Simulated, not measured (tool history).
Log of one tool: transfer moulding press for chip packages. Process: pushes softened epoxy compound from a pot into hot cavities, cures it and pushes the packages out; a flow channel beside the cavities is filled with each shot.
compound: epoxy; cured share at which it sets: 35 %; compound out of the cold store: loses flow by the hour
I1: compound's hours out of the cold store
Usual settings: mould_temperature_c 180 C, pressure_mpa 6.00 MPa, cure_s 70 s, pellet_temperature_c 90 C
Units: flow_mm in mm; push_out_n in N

Run 1, hour 0.0: usual settings; I1 33.9. Result: flow_mm 573 mm, push_out_n 748 N.
At hour 50.4: cavities cleaned with cleaning compound and waxed.
Run 2, hour 70.5: usual settings but mould_temperature_c 188 C; I1 29.1. Result: flow_mm 570 mm, push_out_n 800 N.
Run 3, hour 115.0: usual settings but mould_temperature_c 188 C, pellet_temperature_c 92 C; I1 15.2. Result: flow_mm 607 mm, push_out_n 777 N.
At hour 134.1: cavities cleaned with cleaning compound and waxed.
Run 4, hour 201.1: usual settings but mould_temperature_c 188 C, pellet_temperature_c 88 C; I1 30.9. Result: flow_mm 572 mm, push_out_n 656 N.
At hour 222.0: cavities cleaned with cleaning compound and waxed.
Run 5, hour 268.7: usual settings but mould_temperature_c 188 C, pellet_temperature_c 88 C; I1 23.2. Result: flow_mm 574 mm, push_out_n 634 N.
At hour 310.7: cavities cleaned with cleaning compound and waxed.
Run 6, hour 321.3: usual settings but mould_temperature_c 188 C, pellet_temperature_c 87 C; I1 39.7. Result: flow_mm 524 mm, push_out_n 491 N.
At hour 358.4: cavities cleaned with cleaning compound and waxed, once more.
Run 7, hour 418.0: usual settings but mould_temperature_c 188 C, pellet_temperature_c 87 C; I1 34.2. Result: flow_mm 543 mm, push_out_n 654 N.
At hour 448.9: cavities cleaned with cleaning compound and waxed.
Run 8, hour 466.2: usual settings but mould_temperature_c 188 C, pellet_temperature_c 87 C; I1 24.7. Result: flow_mm 576 mm, push_out_n 548 N.
At hour 537.8: cavities cleaned with cleaning compound and waxed.
Run 9, hour 547.4: usual settings but mould_temperature_c 187 C; I1 41.2. Result: flow_mm 520 mm, push_out_n 495 N.
At hour 625.2: cavities cleaned with cleaning compound and waxed.
Run 10, hour 629.3: usual settings; I1 25.6. Result: flow_mm 577 mm, push_out_n 579 N.
Run 11, hour 681.0: usual settings; I1 36.8. Result: flow_mm 531 mm, push_out_n 866 N.
At hour 713.2: cavities cleaned with cleaning compound and waxed.
Run 12, hour 730.7: usual settings; I1 40.5. Result: flow_mm 513 mm, push_out_n 673 N.
At hour 744.2: plunger's sealing rings changed.
Run 13, hour 791.9: usual settings; I1 22.0. Result: flow_mm 626 mm, push_out_n 905 N.
At hour 799.8: cavities cleaned with cleaning compound and waxed.
Run 14, hour 859.2: usual settings; I1 32.5. Result: flow_mm 580 mm, push_out_n 873 N.
At hour 885.0: cavities cleaned with cleaning compound and waxed.
Run 15, hour 945.7: usual settings; I1 41.3. Result: flow_mm 533 mm, push_out_n 831 N.
At hour 971.1: cavities cleaned with cleaning compound and waxed.
Run 16, hour 1022.5: usual settings but mould_temperature_c 179 C, pressure_mpa 5.71 MPa; I1 30.3. Result: flow_mm 565 mm, push_out_n 883 N.
At hour 1057.0: cavities cleaned with cleaning compound and waxed.
Run 17, hour 1110.6: usual settings but mould_temperature_c 179 C, pressure_mpa 5.71 MPa; I1 27.2. Result: flow_mm 572 mm, push_out_n 893 N.
At hour 1130.4: mould's thermocouples calibrated.
At hour 1144.1: cavities cleaned with cleaning compound and waxed.
Run 18, hour 1183.4: usual settings but mould_temperature_c 179 C, pressure_mpa 5.71 MPa; I1 9.2. Result: flow_mm 630 mm, push_out_n 882 N.
At hour 1231.2: cavities cleaned with cleaning compound and waxed.
Run 19, hour 1231.2: usual settings but mould_temperature_c 179 C, pressure_mpa 5.71 MPa; I1 26.9. Result: flow_mm 575 mm, push_out_n 593 N.
Run 20, hour 1275.0: usual settings but mould_temperature_c 179 C, pressure_mpa 5.71 MPa; I1 10.8. Result: flow_mm 628 mm, push_out_n 925 N.
At hour 1319.4: cavities cleaned with cleaning compound and waxed.
Run 21, hour 1346.7: usual settings but mould_temperature_c 175 C, pressure_mpa 5.72 MPa, cure_s 56 s, pellet_temperature_c 95 C; I1 44.9. Result: flow_mm 502 mm, push_out_n 1500 N.
At hour 1402.8: cavities cleaned with cleaning compound and waxed.
Run 22, hour 1423.0: usual settings but mould_temperature_c 178 C, pellet_temperature_c 84 C; I1 15.4. Result: flow_mm 609 mm, push_out_n 851 N.
At hour 1486.9: plunger's sealing rings changed.
At hour 1488.4: cavities cleaned with cleaning compound and waxed.
Run 23, hour 1500.2: usual settings but mould_temperature_c 178 C, pressure_mpa 7.02 MPa, cure_s 107 s, pellet_temperature_c 91 C; I1 33.5. Result: flow_mm 636 mm, push_out_n 481 N.
At hour 1574.5: cavities cleaned with cleaning compound and waxed.
Run 24, hour 1594.4: usual settings but mould_temperature_c 185 C, pressure_mpa 6.08 MPa; I1 17.4. Result: flow_mm 627 mm, push_out_n 569 N.
At hour 1659.7: cavities cleaned with cleaning compound and waxed.
Run 25, hour 1672.3: usual settings but mould_temperature_c 179 C, pressure_mpa 5.86 MPa, cure_s 51 s; I1 15.8. Result: flow_mm 632 mm, push_out_n 1521 N.
Run 26, hour 1714.5: usual settings but mould_temperature_c 183 C, pressure_mpa 4.66 MPa; I1 12.9. Result: flow_mm 561 mm, push_out_n 751 N.

Forecast each of these 4 alternatives for the next run:
At hour 1748.9: cavities cleaned with cleaning compound and waxed.
Run A, hour 1782.2: usual settings but pellet_temperature_c 81 C; I1 14.4. Result: flow_mm ?, push_out_n ?.
At hour 1748.9: cavities cleaned with cleaning compound and waxed.
Run B, hour 1782.2: usual settings but mould_temperature_c 183 C, pressure_mpa 4.66 MPa, cure_s 106 s; I1 10.8. Result: flow_mm ?, push_out_n ?.
At hour 1748.9: cavities cleaned with cleaning compound and waxed.
Run C, hour 1782.2: usual settings but mould_temperature_c 183 C, pressure_mpa 7.36 MPa, cure_s 89 s; I1 13.5. Result: flow_mm ?, push_out_n ?.
At hour 1748.9: cavities cleaned with cleaning compound and waxed.
Run D, hour 1782.2: usual settings but pressure_mpa 5.25 MPa; I1 23.4. Result: flow_mm ?, push_out_n ?.

run  flow_mm  push_out_n
  A      632         849
  B      570         565
  C      694         550
  D      564         796
Without the tool's hidden state the same runs would have given:
run  flow_mm  push_out_n
  A      648         610
  B      585         407
  C      712         396
  D      578         570

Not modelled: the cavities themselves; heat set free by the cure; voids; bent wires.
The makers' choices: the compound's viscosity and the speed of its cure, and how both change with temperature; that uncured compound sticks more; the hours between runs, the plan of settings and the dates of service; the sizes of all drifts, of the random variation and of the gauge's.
